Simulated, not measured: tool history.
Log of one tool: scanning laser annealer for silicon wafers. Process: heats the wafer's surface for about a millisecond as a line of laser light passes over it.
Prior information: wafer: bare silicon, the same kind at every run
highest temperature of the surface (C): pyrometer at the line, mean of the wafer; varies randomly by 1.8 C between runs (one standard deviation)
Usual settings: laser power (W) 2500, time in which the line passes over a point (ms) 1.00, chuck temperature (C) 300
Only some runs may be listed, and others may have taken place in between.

run   hour  laser power (W)  time in which the line passes over a point (ms)  chuck temperature (C)  highest temperature of the surface (C)
  1    0.0             2500                                             1.00                    300                                    1031
  2    9.9             2500                                             1.00                    300                                    1033
  3   26.6             2500                                             1.00                    300                                    1032
  4   42.4             2500                                             1.00                    300                                    1033
  5   53.7             2500                                             1.00                    300                                    1033
  6   64.5             2500                                             1.00                    300                                    1035
  7   76.4             2500                                             1.00                    300                                    1032
  8   91.6             2500                                             1.00                    300                                    1028
  9  101.1             2500                                             1.00                    300                                    1030
 10  110.0             2500                                             1.00                    300                                    1029
 11  123.6             2500                                             0.86                    300                                     974
 12  138.5             2500                                             0.86                    300                                     972
 13  149.9             2500                                             0.91                    300                                     993
 14  160.4             2500                                             0.91                    300                                     993
 15  174.2             2500                                             0.91                    300                                     993
 16  183.7             2500                                             0.91                    300                                     991
 17  197.3             2500                                             1.00                    300                                    1024
 18  205.9             2500                                             1.00                    300                                    1027
 19  222.9             2500                                             1.00                    300                                    1024
 20  241.4             2500                                             1.00                    300                                    1021
 21  256.4             2738                                             0.70                    295                                     956
 22  264.0             2738                                             0.70                    295                                     962
 23  277.0             2534                                             0.85                    275                                     949
 24  286.1             2629                                             1.03                    279                                    1054
     301.4  -- optics aligned, line set to its width
 25  303.8             2634                                             1.08                    300                                    1115
 26  320.6             2634                                             1.08                    300                                    1110
 27  330.6             2196                                             1.08                    280                                     937
 28  342.8             2196                                             1.08                    280                                     933
 29  361.3             2196                                             1.11                    280                                     944
 30  373.5             2311                                             0.95                    325                                     972
 31  391.3             2258                                             1.19                    307                                    1016
 32  403.0             2457                                             1.00                    286                                    1001
 33  413.6             2500                                             0.89                    300                                     988
 34  431.9             2500                                             0.89                    300                                     983
 35  449.5             2500                                             0.89                    300                                     982
 36  467.0             2500                                             0.74                    300                                     919
 37  475.1             2500                                             0.72                    323                                     931
 38  493.8             2370                                             0.72                    307                                     873
 39  508.3             2274                                             0.77                    290                                     852
 40  516.5             2274                                             0.77                    290                                     853

Forecast each of these 3 alternatives for the next run:
  A  529.4             2179                                             0.74                    285                                       ?
  B  529.4             2274                                             0.79                    273                                       ?
  C  529.4             2690                                             0.78                    337                                       ?

run  highest temperature of the surface (C)
  A                                     811
  B                                     841
  C                                    1028
Take away the tool's hidden state, keep each run's random variation, and the runs would have read:
run  highest temperature of the surface (C)
  A                                     846
  B                                     880
  C                                    1075
